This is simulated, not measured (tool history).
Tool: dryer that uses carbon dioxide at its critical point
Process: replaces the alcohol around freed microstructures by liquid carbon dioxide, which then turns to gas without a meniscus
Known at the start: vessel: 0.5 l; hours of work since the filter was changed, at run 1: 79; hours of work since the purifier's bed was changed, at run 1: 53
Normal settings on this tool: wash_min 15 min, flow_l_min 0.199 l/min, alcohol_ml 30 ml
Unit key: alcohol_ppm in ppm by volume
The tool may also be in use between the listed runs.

| run | hour | wash_min | flow_l_min | alcohol_ml | hours of work since the filter was changed | hours of work since the purifier's bed was changed | alcohol_ppm |
|---|---|---|---|---|---|---|---|
| 1 | 0.0 | 15 | 0.199 | 30 | 79 | 53 | 534 |
| 2 | 15.8 | 15 | 0.199 | 30 | 85 | 59 | 526 |
| 3 | 27.8 | 15 | 0.239 | 30 | 89 | 63 | 222 |
| 4 | 42.8 | 15 | 0.132 | 30 | 95 | 68 | 2440 |
| 5 | 54.2 | 15 | 0.132 | 30 | 99 | 72 | 2425 |
| 6 | 69.9 | 10 | 0.199 | 30 | 104 | 78 | 2679 |
| 7 | 82.4 | 15 | 0.238 | 30 | 109 | 82 | 247 |
| 8 | 101.3 | 15 | 0.199 | 30 | 116 | 89 | 581 |
| 9 | 112.9 | 15 | 0.199 | 30 | 120 | 93 | 578 |
| 10 | 122.3 | 15 | 0.199 | 30 | 123 | 97 | 564 |
| 11 | 142.5 | 15 | 0.299 | 30 | 130 | 104 | 70 |
| 12 | 161.0 | 15 | 0.299 | 30 | 137 | 111 | 79 |
| 13 | 175.1 | 15 | 0.299 | 30 | 142 | 116 | 89 |
| 14 | 186.6 | 15 | 0.148 | 30 | 146 | 120 | 1824 |
| 15 | 197.1 | 15 | 0.148 | 30 | 150 | 123 | 1863 |
| 16 | 213.2 | 15 | 0.199 | 83 | 156 | 129 | 1694 |
| 17 | 232.2 | 15 | 0.282 | 30 | 163 | 136 | 118 |
| 18 | 251.9 | 13 | 0.199 | 30 | 170 | 143 | 1184 |
| 19 | 271.3 | 15 | 0.199 | 30 | 176 | 150 | 657 |
| 20 | 285.2 | 15 | 0.199 | 30 | 181 | 155 | 665 |
| 21 | 304.9 | 15 | 0.199 | 47 | 188 | 162 | 1053 |
| 22 | 314.8 | 15 | 0.199 | 72 | 192 | 166 | 1600 |
| 23 | 324.0 | 18 | 0.199 | 92 | 195 | 169 | 842 |
| 24 | 336.5 | 19 | 0.159 | 38 | 200 | 173 | 775 |
| 25 | 356.1 | 12 | 0.257 | 43 | 207 | 180 | 948 |
| 26 | 374.2 | 15 | 0.183 | 43 | 213 | 187 | 1382 |
| 27 | 387.4 | 20 | 0.206 | 115 | 218 | 191 | 503 |
| 28 | 399.7 | 12 | 0.164 | 115 | 222 | 196 | 12087 |
| 29 | 409.0 | 22 | 0.245 | 59 | 226 | 199 | 61 |
| 30 | 424.9 | 22 | 0.245 | 59 | 231 | 205 | 63 |
| 31 | 445.0 | 22 | 0.245 | 59 | 239 | 212 | 70 |
| 32 | 460.2 | 14 | 0.170 | 38 | 244 | 218 | 2215 |
| 33 | 470.1 | 23 | 0.247 | 24 | 248 | 221 | 37 |
| 34 | 485.8 | 15 | 0.199 | 23 | 253 | 227 | 603 |
| 35 | 495.0 | 19 | 0.245 | 24 | 256 | 230 | 71 |
| 36 | 513.6 | 19 | 0.245 | 24 | 263 | 237 | 68 |
|  | 522.5 | inlet filter changed |
| 37 | 532.7 | 17 | 0.145 | 66 | 4 | 243 | 2106 |
| 38 | 547.8 | 10 | 0.201 | 48 | 9 | 248 | 3630 |
| 39 | 557.3 | 12 | 0.331 | 20 | 12 | 252 | 93 |
| 40 | 567.5 | 14 | 0.152 | 73 | 16 | 256 | 4303 |

Hidden state at the last listed run before each entry between runs and at the first one after, where it differs:
In the gap between runs 36 and 37: inlet filter changed (hour 522.5)
  flow that reaches the vessel past the clogged filter, %: 87.7 -> 99.3; alcohol in the recycled carbon dioxide, ppm: 19.4 -> 19.8
  measured result minus the result with no hidden state, alcohol_ppm: +51 -> +74 ppm by volume
